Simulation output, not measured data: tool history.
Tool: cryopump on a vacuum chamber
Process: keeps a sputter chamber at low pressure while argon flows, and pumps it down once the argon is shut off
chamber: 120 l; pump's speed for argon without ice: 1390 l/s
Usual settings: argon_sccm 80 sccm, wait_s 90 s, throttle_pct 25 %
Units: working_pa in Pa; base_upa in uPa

{"run": 1, "day": 0.0, "argon_sccm": 80, "wait_s": 90, "throttle_pct": 25, "working_pa": 0.4146, "base_upa": 2.12}
{"run": 2, "day": 0.525, "argon_sccm": 80, "wait_s": 90, "throttle_pct": 25, "working_pa": 0.4126, "base_upa": 2.07}
{"run": 3, "day": 1.029, "argon_sccm": 80, "wait_s": 90, "throttle_pct": 25, "working_pa": 0.4173, "base_upa": 2.13}
{"run": 4, "day": 1.617, "argon_sccm": 80, "wait_s": 90, "throttle_pct": 25, "working_pa": 0.4168, "base_upa": 2.16}
{"run": 5, "day": 2.117, "argon_sccm": 80, "wait_s": 90, "throttle_pct": 25, "working_pa": 0.4175, "base_upa": 2.18}
{"run": 6, "day": 2.75, "argon_sccm": 80, "wait_s": 90, "throttle_pct": 15, "working_pa": 0.6741, "base_upa": 2.24}
{"run": 7, "day": 3.142, "argon_sccm": 80, "wait_s": 90, "throttle_pct": 15, "working_pa": 0.6782, "base_upa": 2.23}
{"run": 8, "day": 3.608, "argon_sccm": 80, "wait_s": 90, "throttle_pct": 15, "working_pa": 0.6781, "base_upa": 2.2}
{"run": 9, "day": 4.062, "argon_sccm": 80, "wait_s": 90, "throttle_pct": 15, "working_pa": 0.6805, "base_upa": 2.2}
{"run": 10, "day": 4.338, "argon_sccm": 80, "wait_s": 90, "throttle_pct": 47, "working_pa": 0.2399, "base_upa": 2.26}
{"run": 11, "day": 4.65, "argon_sccm": 80, "wait_s": 90, "throttle_pct": 46, "working_pa": 0.2424, "base_upa": 2.2}
{"run": 12, "day": 5.179, "argon_sccm": 111, "wait_s": 90, "throttle_pct": 25, "working_pa": 0.583, "base_upa": 2.29}
{"run": 13, "day": 5.708, "argon_sccm": 111, "wait_s": 90, "throttle_pct": 25, "working_pa": 0.5848, "base_upa": 2.34}
{"run": 14, "day": 6.058, "argon_sccm": 80, "wait_s": 130, "throttle_pct": 25, "working_pa": 0.4257, "base_upa": 2.09}
{"run": 15, "day": 6.675, "argon_sccm": 80, "wait_s": 130, "throttle_pct": 25, "working_pa": 0.4255, "base_upa": 2.23}
{"run": 16, "day": 7.146, "argon_sccm": 80, "wait_s": 90, "throttle_pct": 25, "working_pa": 0.4226, "base_upa": 2.4}
{"run": 17, "day": 7.783, "argon_sccm": 80, "wait_s": 90, "throttle_pct": 25, "working_pa": 0.4263, "base_upa": 2.39}
{"run": 18, "day": 8.121, "argon_sccm": 103, "wait_s": 90, "throttle_pct": 46, "working_pa": 0.3227, "base_upa": 2.4}

Forecast run 19:
{"run": 19, "day": 8.725, "argon_sccm": 103, "wait_s": 90, "throttle_pct": 46, "working_pa": "?", "base_upa": "?"}

working_pa: 0.3253 Pa
base_upa: 2.44 uPa
Without the tool's hidden state the same run would have given working_pa 0.2731 Pa, base_upa 0.81 uPa.
